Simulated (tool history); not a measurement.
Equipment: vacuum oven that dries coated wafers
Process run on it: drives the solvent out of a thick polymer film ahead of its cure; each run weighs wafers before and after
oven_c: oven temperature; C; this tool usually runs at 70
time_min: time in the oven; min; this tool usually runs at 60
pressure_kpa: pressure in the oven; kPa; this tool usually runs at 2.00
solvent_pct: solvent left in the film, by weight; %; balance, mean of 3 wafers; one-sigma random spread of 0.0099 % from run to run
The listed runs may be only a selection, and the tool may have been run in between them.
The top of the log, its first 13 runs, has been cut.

run   hour  oven_c  time_min  pressure_kpa  solvent_pct
 14  400.8      70        60          2.00        1.491
 15  439.0      70        60          2.00        1.480
 16  459.6      70        60          1.63        1.364
 17  497.5      70        60          1.23        1.219
 18  544.4      70        84          2.00        0.956
 19  584.1      70        84          2.00        0.965
 20  627.0      70        84          2.85        1.282
 21  649.6      70        84          2.85        1.283
 22  683.6      70        60          1.11        1.173
 23  707.1      70        60          1.11        1.170
 24  732.1      70        60          2.00        1.493
 25  752.9      70       101          2.38        0.972
 26  788.6      66        60          2.41        2.852
 27  818.4      66        60          2.41        2.829
 28  838.9      85        38          1.46        0.331
 29  874.5      85        38          1.46        0.324

Expected results for the next run?
 30  910.8      85        38          1.46            ?

Logged for run 30: solvent_pct 0.319 %.
Minus the tool's unlogged condition, the same run would have read solvent_pct 0.319 %.

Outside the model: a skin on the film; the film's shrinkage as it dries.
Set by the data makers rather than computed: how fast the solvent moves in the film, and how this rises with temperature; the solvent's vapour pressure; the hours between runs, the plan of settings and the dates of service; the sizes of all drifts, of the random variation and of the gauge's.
